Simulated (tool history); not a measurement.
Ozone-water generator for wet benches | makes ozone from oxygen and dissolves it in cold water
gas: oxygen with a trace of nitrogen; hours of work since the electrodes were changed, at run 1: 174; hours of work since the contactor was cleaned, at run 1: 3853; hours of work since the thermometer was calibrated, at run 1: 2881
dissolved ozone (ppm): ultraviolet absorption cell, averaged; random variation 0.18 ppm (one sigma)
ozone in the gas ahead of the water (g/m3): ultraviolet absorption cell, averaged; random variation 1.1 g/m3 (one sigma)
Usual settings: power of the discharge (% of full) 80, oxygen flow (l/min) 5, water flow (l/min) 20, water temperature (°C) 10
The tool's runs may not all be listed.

run,hour,power of the discharge (% of full),oxygen flow (l/min),water flow (l/min),water temperature (°C),hours of work since the electrodes were changed,hours of work since the contactor was cleaned,hours of work since the thermometer was calibrated,dissolved ozone (ppm),ozone in the gas ahead of the water (g/m3)
1,0,80,5,20,10,174,3853,2881,24,185.6
2,30.1,80,5,20,10,194,3873,2902,24.1,185
3,57.5,80,5,20,10,212,3891,2920,24.2,185.1
4,87.8,80,5,20,10,233,3911,2940,24.2,185.3
5,119.7,80,5,20,10,254,3933,2961,24.3,187.4
6,150.5,80,5.91,20,10,274,3953,2982,25.1,175
7,183.1,80,5.91,20,10,296,3975,3004,24.8,175.7
8,228.8,80,5.13,20,10,327,4005,3034,24.3,183.8
9,270,80,5.13,20,10,354,4033,3062,24.1,184.5
10,300,80,5.13,20,7,374,4053,3082,25.2,186.2
11,337.2,80,5.13,20,7,399,4078,3107,24.9,187.6
12,380.3,80,5.13,20,7,428,4107,3135,25.1,186.2
13,415.6,80,5.13,20,7,452,4130,3159,25.2,182.9
14,452.8,80,5.13,20,7,476,4155,3184,25,186.5
15,483.2,80,5.13,20,7,497,4175,3204,25.4,185.4
16,514.5,80,5.13,20,7,518,4196,3225,25,187
17,545.3,80,5.13,20,7,538,4217,3246,25,186.2
18,580.1,93,4.97,20,10,561,4240,3269,26.1,206.3
19,617.7,80,5,20,13,586,4265,3294,22.9,188.3
20,661.3,80,5.88,20,13,616,4294,3323,24.1,177.1
21,693.8,60,5,16,10,637,4316,3345,25.2,163.2
22,716.6,90,3.46,32,10,653,4331,3360,13.8,231.9
23,737.9,90,3.46,32,10,667,4345,3374,13.5,229
24,762,84,5,20,10,683,4362,3390,24.4,194.7
25,809.3,84,5,20,10,714,4393,3422,24.7,192.8
26,846.7,84,5,20,10,739,4418,3447,24.5,194.2
27,873.3,74,5,20,17,757,4436,3465,21.4,182.3
28,921.2,45,6.1,20,17,789,4468,3497,17,132.3
29,944,68,5.81,20,9,804,4483,3512,23.2,165.1
30,982.9,68,5.81,20,9,830,4509,3538,23.2,165.1
31,1028.6,68,5.81,20,9,861,4540,3568,23.2,164.1
32,1057.9,94,5.81,13,5,881,4559,3588,40.7,195.1
33,1103.7,42,4.04,27,10,911,4590,3619,12,148.4

Hidden state or all else? Some run-to-run changes of ozone in the gas ahead of the water (g/m3), split into what the settings, what came in and random variation would give without the hidden state, and what is left for the hidden state (with any gauge scatter that isn't in both results):
The hidden state here: yield of the discharge, % of new electrodes'; contactor's efficiency, % of a clean one's; true water temperature over the reading, C; drift of the gauge itself on ozone_ppm, %; drift of the gauge itself on gas_g_m3, %.
Run 21 -> 22: power of the discharge (% of full) 60 -> 90, oxygen flow (l/min) 5 -> 3.46, water flow (l/min) 16 -> 32. ozone in the gas ahead of the water (g/m3) +68.7: hidden state +1.1, all else +67.6.
Run 27 -> 28: power of the discharge (% of full) 74 -> 45, oxygen flow (l/min) 5 -> 6.1. ozone in the gas ahead of the water (g/m3) -50: hidden state -0.9, all else -49.1.
Run 32 -> 33: power of the discharge (% of full) 94 -> 42, oxygen flow (l/min) 5.81 -> 4.04, water flow (l/min) 13 -> 27, water temperature (°C) 5 -> 10. ozone in the gas ahead of the water (g/m3) -46.7: hidden state -1, all else -45.7.
